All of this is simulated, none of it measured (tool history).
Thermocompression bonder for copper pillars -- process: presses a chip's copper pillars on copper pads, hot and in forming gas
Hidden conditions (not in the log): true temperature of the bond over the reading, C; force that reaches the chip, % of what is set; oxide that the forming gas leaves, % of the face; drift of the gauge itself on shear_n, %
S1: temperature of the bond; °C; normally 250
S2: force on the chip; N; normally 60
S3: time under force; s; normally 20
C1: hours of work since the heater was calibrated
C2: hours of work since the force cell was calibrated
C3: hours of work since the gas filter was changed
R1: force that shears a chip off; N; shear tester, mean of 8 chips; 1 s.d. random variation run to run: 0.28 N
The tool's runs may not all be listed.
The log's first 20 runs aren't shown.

| run | hour | S1 | S2 | S3 | C1 | C2 | C3 | R1 |
|---|---|---|---|---|---|---|---|---|
| 21 | 782.9 | 223 | 42 | 28 | 348 | 814 | 311 | 30.2 |
| 22 | 805.5 | 250 | 60 | 41 | 360 | 825 | 323 | 65.1 |
| 23 | 827.7 | 251 | 60 | 20 | 371 | 836 | 334 | 52.4 |
| 24 | 859.1 | 251 | 77 | 40 | 387 | 852 | 350 | 79.5 |
| 25 | 898.2 | 267 | 60 | 20 | 407 | 872 | 370 | 59.6 |
| 26 | 942.3 | 250 | 56 | 20 | 429 | 894 | 392 | 47.9 |
| 27 | 965.6 | 231 | 59 | 11 | 441 | 906 | 404 | 33.4 |
| 28 | 990.4 | 278 | 80 | 11 | 454 | 919 | 416 | 68.5 |
|  | 1019 | forming gas filter changed |
| 29 | 1039.9 | 238 | 57 | 33 | 478 | 943 | 11 | 55 |
| 30 | 1087.8 | 224 | 73 | 46 | 503 | 968 | 35 | 68.1 |
| 31 | 1134 | 231 | 73 | 23 | 526 | 991 | 58 | 57.6 |
| 32 | 1176.2 | 244 | 60 | 57 | 547 | 1012 | 80 | 71.6 |
| 33 | 1207.1 | 244 | 60 | 57 | 563 | 1028 | 95 | 71.2 |
| 34 | 1249.4 | 244 | 78 | 57 | 585 | 1050 | 117 | 85.2 |
| 35 | 1275.2 | 254 | 78 | 55 | 598 | 1063 | 130 | 89.1 |
| 36 | 1317.3 | 254 | 47 | 55 | 619 | 1084 | 151 | 62 |
| 37 | 1348.4 | 242 | 86 | 54 | 635 | 1100 | 167 | 88.1 |

3 options for the next run, each taken on its own from the tool as it stands now. Forecast them:
| A | 1392.3 | 234 | 86 | 54 | 657 | 1122 | 189 | ? |
| B | 1392.3 | 250 | 45 | 20 | 657 | 1122 | 189 | ? |
| C | 1392.3 | 280 | 54 | 20 | 657 | 1122 | 189 | ? |

| run | R1 |
|---|---|
| A | 84.6 |
| B | 40 |
| C | 61.3 |
The same runs, with their run-to-run variation unchanged, on a tool lacking any hidden condition would have given:
| run | R1 |
|---|---|
| A | 85.8 |
| B | 40.5 |
| C | 62.5 |

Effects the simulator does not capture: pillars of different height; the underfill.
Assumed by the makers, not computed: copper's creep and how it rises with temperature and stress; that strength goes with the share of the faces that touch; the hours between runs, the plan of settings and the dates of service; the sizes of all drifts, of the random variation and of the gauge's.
